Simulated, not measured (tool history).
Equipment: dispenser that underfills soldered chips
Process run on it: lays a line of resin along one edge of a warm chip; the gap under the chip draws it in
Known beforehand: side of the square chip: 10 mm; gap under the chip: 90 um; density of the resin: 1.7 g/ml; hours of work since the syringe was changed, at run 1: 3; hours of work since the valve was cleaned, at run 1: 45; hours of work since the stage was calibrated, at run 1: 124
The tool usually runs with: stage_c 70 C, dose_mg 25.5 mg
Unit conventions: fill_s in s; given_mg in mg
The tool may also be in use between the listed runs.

run	day	stage_c	dose_mg	hours of work since the syringe was changed	hours of work since the valve was cleaned	hours of work since the stage was calibrated	fill_s	given_mg
1	0	70	25.5	3	45	124	76.3	24.35
2	0.138	70	25.5	5	47	126	85.4	24.31
3	0.271	67	25.5	7	49	128	111.8	24.24
4	0.371	67	25.5	9	51	130	121.8	24.32
# day 0.471: new syringe of resin
5	0.496	67	25.5	0	52	131	74.9	24.25
6	0.704	67	25.5	4	56	135	92	24.19
7	0.821	67	25.5	5	57	136	101.6	24.18
8	1	67	25.5	8	60	139	118.2	24.2
9	1.112	67	25.5	10	62	141	129.2	23.93
# day 1.138: new syringe of resin
10	1.292	70	25.5	2	64	143	73.1	23.88
11	1.433	70	25.5	5	66	145	83.4	23.87
12	1.546	70	25.5	6	68	147	91.8	23.83
13	1.646	70	23.2	8	70	149	101.2	21.8
# day 1.808: new syringe of resin
14	1.821	70	23.2	0	72	151	67.7	21.64
15	2.029	70	28	3	75	154	79.6	25.8
16	2.217	70	28	6	78	157	93	25.86
17	2.346	70	28.5	8	80	159	102	26.4
# day 2.475: new syringe of resin
18	2.562	70	25.5	1	83	162	74.6	23.56
19	2.667	71	23.4	3	85	164	77.7	21.71
20	2.783	58	25.8	5	87	166	153.4	23.63
21	2.871	58	26.2	6	88	167	163.1	24.11
22	3.008	58	26.2	8	90	169	192	24.06
# day 3.138: new syringe of resin
23	3.196	62	25.8	1	93	172	102.4	23.48
24	3.304	62	25.8	3	94	173	110.4	23.38
25	3.408	62	25.8	4	96	175	126.3	23.55
26	3.588	62	25.8	7	99	178	142.4	23.19
27	3.717	85	31.8	9	101	180	56.1	29.14
# day 3.771: dispensing valve cleaned and set on the balance
# day 3.846: new syringe of resin
28	3.912	60	29.8	1	2	182	114.3	29.6
29	4.058	60	27.1	3	4	184	128.5	26.89

The next listed run, before its measurement:
30	4.258	66	32	6	7	187	?	?

fill_s: 112.9 s
given_mg: 31.9 mg
Had the tool carried no hidden state, the very same run would have given fill_s 74.3 s, given_mg 32.22 mg.

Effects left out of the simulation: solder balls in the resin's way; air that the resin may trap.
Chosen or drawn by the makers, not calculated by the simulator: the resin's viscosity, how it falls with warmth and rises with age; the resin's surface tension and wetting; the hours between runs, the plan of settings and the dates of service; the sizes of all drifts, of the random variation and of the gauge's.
